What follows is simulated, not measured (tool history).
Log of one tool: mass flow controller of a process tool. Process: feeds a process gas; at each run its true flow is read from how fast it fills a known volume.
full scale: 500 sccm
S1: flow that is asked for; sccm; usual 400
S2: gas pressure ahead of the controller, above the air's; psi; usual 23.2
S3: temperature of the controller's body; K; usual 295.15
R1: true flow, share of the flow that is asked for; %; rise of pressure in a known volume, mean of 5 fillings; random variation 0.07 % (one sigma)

run    hour   S1    S2      S3     R1
  1     0.0  400  23.2  295.15  99.02
  2   209.3  400  23.2  295.15  99.00
  3   401.5  238  23.2  295.15  98.27
  4   657.1  238  23.2  295.15  98.13
  5   857.9  238  23.2  295.15  98.09
  6  1060.9  238  23.2  295.15  98.06
  7  1267.7  238  23.2  295.15  97.93
  8  1525.9  238  23.2  295.15  98.04
  9  1720.6  238  34.4  295.15  98.23
 10  1909.9   75  23.2  311.15  99.18
 11  2094.7  112  23.2  311.15  99.07
 12  2260.7  112  23.2  311.15  99.11
 13  2383.4  112  23.2  311.15  99.11
 14  2567.1  112  22.8  311.15  98.99
 15  2699.6  446  27.8  303.15  99.44
 16  2930.7   90  23.2  295.15  96.91
 17  3082.0   80  23.8  297.15  97.12
 18  3323.4  468  23.2  308.15  99.81

5 ways to go on from here, each from the tool as it stands after run 18. What would each give?
  A  3503.9   51  23.2  298.15   ?
  B  3503.9  258  26.1  298.15   ?
  C  3503.9   90  23.2  307.15   ?
  D  3503.9  116  23.2  308.15   ?
  E  3503.9  164  33.6  295.15   ?

run     R1
  A  96.85
  B  97.89
  C  98.04
  D  98.41
  E  97.37
Without the tool's hidden state the same runs would have given:
run     R1
  A  97.92
  B  98.94
  C  99.11
  D  99.48
  E  98.42
